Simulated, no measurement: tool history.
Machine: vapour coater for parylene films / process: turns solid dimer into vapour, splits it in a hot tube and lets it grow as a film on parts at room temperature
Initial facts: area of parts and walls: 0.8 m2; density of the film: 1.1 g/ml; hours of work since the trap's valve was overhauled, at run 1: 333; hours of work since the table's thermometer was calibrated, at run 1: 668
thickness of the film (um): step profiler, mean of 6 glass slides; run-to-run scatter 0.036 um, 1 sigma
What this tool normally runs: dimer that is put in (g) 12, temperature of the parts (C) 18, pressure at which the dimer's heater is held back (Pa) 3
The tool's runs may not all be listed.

run   hour  dimer that is put in (g)  temperature of the parts (C)  pressure at which the dimer's heater is held back (Pa)  hours of work since the trap's valve was overhauled  hours of work since the table's thermometer was calibrated  thickness of the film (um)
  1      0                        12                            18                                                       3                                                  333                                                         668                        7.89
        34  -- trap's valve overhauled
  2   69.3                        12                            18                                                       3                                                   31                                                         725                        7.89
  3  134.8                        12                            18                                                       3                                                   88                                                         781                        7.86
  4  168.4                        12                            18                                                       3                                                  117                                                         811                        7.88
  5  205.7                        12                            18                                                       3                                                  149                                                         843                        7.85
  6  250.4                        12                            18                                                       3                                                  188                                                         882                        7.88
  7  286.5                        12                            19                                                       3                                                  219                                                         913                        7.73
  8  319.7                        12                            19                                                       3                                                  248                                                         942                        7.73
  9  365.7                        12                            19                                                       3                                                  288                                                         982                        7.75
 10  417.6                        12                            11                                                       3                                                  333                                                        1027                        8.97
     449.3  -- trap's valve overhauled
 11  465.3                        12                            12                                                     2.9                                                   14                                                        1065                         8.9
 12    519                        12                            12                                                     2.9                                                   60                                                        1112                         8.8

Run 13 comes next. What will it give?
 13  566.4                        10                            12                                                    3.01                                                  102                                                        1153                           ?

thickness of the film (um): 7.36
Without the tool's hidden state the same run would have given thickness of the film (um) 7.37.
